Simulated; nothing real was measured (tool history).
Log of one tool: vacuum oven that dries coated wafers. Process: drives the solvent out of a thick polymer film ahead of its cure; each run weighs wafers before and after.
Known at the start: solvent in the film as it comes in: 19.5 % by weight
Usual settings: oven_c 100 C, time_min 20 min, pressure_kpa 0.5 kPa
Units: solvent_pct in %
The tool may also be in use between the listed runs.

Run 1, hour 0: usual settings. Result: solvent_pct 1.92 %.
Run 2, hour 48.8: usual settings but oven_c 88 C. Result: solvent_pct 6.64 %.
Run 3, hour 79.2: usual settings but time_min 28 min. Result: solvent_pct 0.94 %.
Run 4, hour 117.3: usual settings but time_min 17 min. Result: solvent_pct 2.56 %.
Run 5, hour 162.7: usual settings but time_min 18 min. Result: solvent_pct 2.48 %.
Run 6, hour 190.6: usual settings. Result: solvent_pct 1.92 %.
Run 7, hour 224.4: usual settings. Result: solvent_pct 1.96 %.
Run 8, hour 249: usual settings but oven_c 105 C. Result: solvent_pct 0.87 %.
Run 9, hour 275.8: usual settings but oven_c 105 C. Result: solvent_pct 0.9 %.
Run 10, hour 328.4: usual settings. Result: solvent_pct 2.03 %.
Run 11, hour 383.5: usual settings. Result: solvent_pct 2.05 %.
Run 12, hour 412.9: usual settings. Result: solvent_pct 2.06 %.
Run 13, hour 443.4: usual settings. Result: solvent_pct 2.12 %.
Run 14, hour 476.4: usual settings. Result: solvent_pct 2.03 %.
Run 15, hour 522.1: usual settings. Result: solvent_pct 2.18 %.
Run 16, hour 579.4: usual settings. Result: solvent_pct 2.07 %.
Run 17, hour 608.5: usual settings but pressure_kpa 0.253 kPa. Result: solvent_pct 1.96 %.
Run 18, hour 639.9: usual settings but time_min 18 min, pressure_kpa 0.253 kPa. Result: solvent_pct 2.38 %.
Run 19, hour 683.4: usual settings but time_min 18 min, pressure_kpa 0.253 kPa. Result: solvent_pct 2.35 %.
Run 20, hour 709.9: usual settings but oven_c 87 C. Result: solvent_pct 7.4 %.
Run 21, hour 756.3: usual settings but oven_c 87 C. Result: solvent_pct 7.36 %.
Run 22, hour 807.6: usual settings. Result: solvent_pct 2.24 %.
Run 23, hour 864.8: usual settings. Result: solvent_pct 2.28 %.
Run 24, hour 895.4: usual settings. Result: solvent_pct 2.28 %.
Run 25, hour 924.8: usual settings but oven_c 103 C, time_min 14 min, pressure_kpa 1.715 kPa. Result: solvent_pct 3.49 %.
Run 26, hour 981.7: usual settings but oven_c 103 C, time_min 35 min, pressure_kpa 1.715 kPa. Result: solvent_pct 1.28 %.
Run 27, hour 1027.7: usual settings but oven_c 110 C, time_min 29 min, pressure_kpa 0.377 kPa. Result: solvent_pct 0.38 %.
Run 28, hour 1081.9: usual settings but oven_c 110 C, time_min 29 min, pressure_kpa 0.377 kPa. Result: solvent_pct 0.38 %.
Run 29, hour 1114.9: usual settings but oven_c 110 C, time_min 28 min, pressure_kpa 0.377 kPa. Result: solvent_pct 0.37 %.
Run 30, hour 1158.5: usual settings but oven_c 110 C, time_min 28 min, pressure_kpa 0.377 kPa. Result: solvent_pct 0.31 %.
Run 31, hour 1187.2: usual settings but oven_c 86 C, time_min 29 min, pressure_kpa 0.303 kPa. Result: solvent_pct 5.93 %.
Run 32, hour 1237.3: usual settings but oven_c 86 C, time_min 29 min, pressure_kpa 0.303 kPa. Result: solvent_pct 5.83 %.
Run 33, hour 1277: usual settings but oven_c 89 C. Result: solvent_pct 6.9 %.
Run 34, hour 1331.3: usual settings but time_min 19 min. Result: solvent_pct 2.53 %.
Run 35, hour 1358.6: usual settings but time_min 19 min. Result: solvent_pct 2.58 %.
Run 36, hour 1398.8: usual settings but oven_c 97 C. Result: solvent_pct 3.51 %.
At hour 1419.9: oven's thermocouples calibrated.
Run 37, hour 1455.3: usual settings but oven_c 97 C. Result: solvent_pct 2.62 %.
Run 38, hour 1490.2: usual settings but oven_c 97 C. Result: solvent_pct 2.66 %.
Run 39, hour 1516.5: usual settings but oven_c 95 C, time_min 29 min, pressure_kpa 0.298 kPa. Result: solvent_pct 1.79 %.
Run 40, hour 1560.1: usual settings but oven_c 95 C, time_min 29 min, pressure_kpa 0.298 kPa. Result: solvent_pct 1.78 %.
Run 41, hour 1600.3: usual settings but oven_c 95 C, time_min 29 min, pressure_kpa 0.298 kPa. Result: solvent_pct 1.91 %.
Run 42, hour 1633.2: usual settings but oven_c 95 C, time_min 29 min, pressure_kpa 0.298 kPa. Result: solvent_pct 1.85 %.
Run 43, hour 1685.3: usual settings but oven_c 115 C, time_min 10 min, pressure_kpa 0.298 kPa. Result: solvent_pct 0.78 %.
Run 44, hour 1744.7: usual settings but oven_c 115 C, time_min 10 min, pressure_kpa 0.298 kPa. Result: solvent_pct 0.88 %.
Run 45, hour 1797.9: usual settings but oven_c 115 C, time_min 10 min, pressure_kpa 0.298 kPa. Result: solvent_pct 0.78 %.
Run 46, hour 1850.7: usual settings but oven_c 115 C, time_min 10 min, pressure_kpa 0.298 kPa. Result: solvent_pct 0.81 %.

The same runs without the tool's hidden state, with the same run-to-run variation:
The hidden state here: true wafer temperature over the reading, C; true pressure over the reading, kPa; drift of the gauge itself on solvent_pct, %.
run  solvent_pct
  1         1.63
  2         6.11
  3         0.73
  4         2.17
  5         2.08
  6         1.55
  7         1.58
  8         0.64
  9         0.66
 10         1.62
 11          1.6
 12          1.6
 13         1.64
 14         1.54
 15         1.68
 16         1.54
 17         1.43
 18         1.78
 19         1.74
 20         6.46
 21         6.41
 22         1.62
 23         1.64
 24         1.62
 25         2.74
 26            1
 27         0.23
 28         0.23
 29         0.21
 30         0.15
 31         4.68
 32         4.58
 33         5.63
 34         1.68
 35         1.72
 36         2.47
 37         2.34
 38         2.36
 39         1.47
 40         1.45
 41         1.56
 42         1.49
 43         0.59
 44         0.68
 45         0.57
 46         0.59
